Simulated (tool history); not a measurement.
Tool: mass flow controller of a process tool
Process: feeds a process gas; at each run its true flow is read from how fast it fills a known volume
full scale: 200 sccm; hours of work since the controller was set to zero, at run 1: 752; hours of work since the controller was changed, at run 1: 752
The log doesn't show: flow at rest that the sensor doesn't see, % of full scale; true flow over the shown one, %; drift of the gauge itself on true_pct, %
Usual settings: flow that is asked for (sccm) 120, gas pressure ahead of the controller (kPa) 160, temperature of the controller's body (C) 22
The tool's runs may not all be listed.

run,day,flow that is asked for (sccm),gas pressure ahead of the controller (kPa),temperature of the controller's body (C),hours of work since the controller was set to zero,hours of work since the controller was changed,true flow (%)
1,0,120,160,22,752,752,99.9
2,4.121,120,160,22,782,782,99.9
3,8.771,120,160,22,816,816,99.87
4,11.004,120,160,22,832,832,99.92
5,13.496,49,160,22,850,850,99.7
6,17.45,49,160,23,878,878,99.61
7,21.858,49,160,23,910,910,99.45
8,26.188,120,160,22,942,942,99.86
9,28.4,93,160,22,958,958,99.89
10,33.433,93,177,22,994,994,99.77
11,38.388,93,177,22,1030,1030,99.93
12,41.933,93,177,22,1056,1056,99.81
13,45.658,93,177,22,1083,1083,99.86
14,49.146,93,177,22,1108,1108,99.83
15,51.646,93,177,22,1126,1126,99.89
16,54.888,120,160,22,1150,1150,99.9
17,57.583,120,160,22,1169,1169,99.84
18,61.483,120,223,22,1197,1197,100.18
19,66.312,120,223,22,1232,1232,100.15
20,69.417,38,181,33,1255,1255,98.6
21,71.654,60,160,31,1271,1271,98.8
22,76.504,60,160,31,1306,1306,98.76
23,80.542,60,160,31,1335,1335,98.89
24,85.146,168,160,20,1369,1369,100.13
25,89.233,168,160,26,1398,1398,99.55
26,92.083,168,207,30,1419,1419,99.29
27,96.742,168,207,30,1453,1453,99.45
28,101.379,168,207,30,1486,1486,99.46
29,106.412,57,160,21,1523,1523,99.77
30,109.942,75,160,22,1548,1548,99.72
31,114.833,75,211,24,1584,1584,99.79
32,117.771,120,240,40,1605,1605,98.34
33,120.933,120,197,22,1628,1628,99.98
34,124.917,120,197,22,1657,1657,100.18
35,128.379,155,162,22,1682,1682,99.9
36,133.292,33,160,22,1717,1717,99.75
37,137.575,123,190,21,1749,1749,100.19

4 ways to go on from here, each from the tool as it stands after run 37. What would each give?
A,141.692,25,218,21,1778,1778,?
B,141.692,123,190,22,1778,1778,?
C,141.692,99,190,39,1778,1778,?
D,141.692,22,183,21,1778,1778,?

run,true flow (%)
A,99.88
B,100.16
C,98.26
D,99.9
Without the tool's hidden state the same runs would have given:
run,true flow (%)
A,99.87
B,100.16
C,98.26
D,99.89
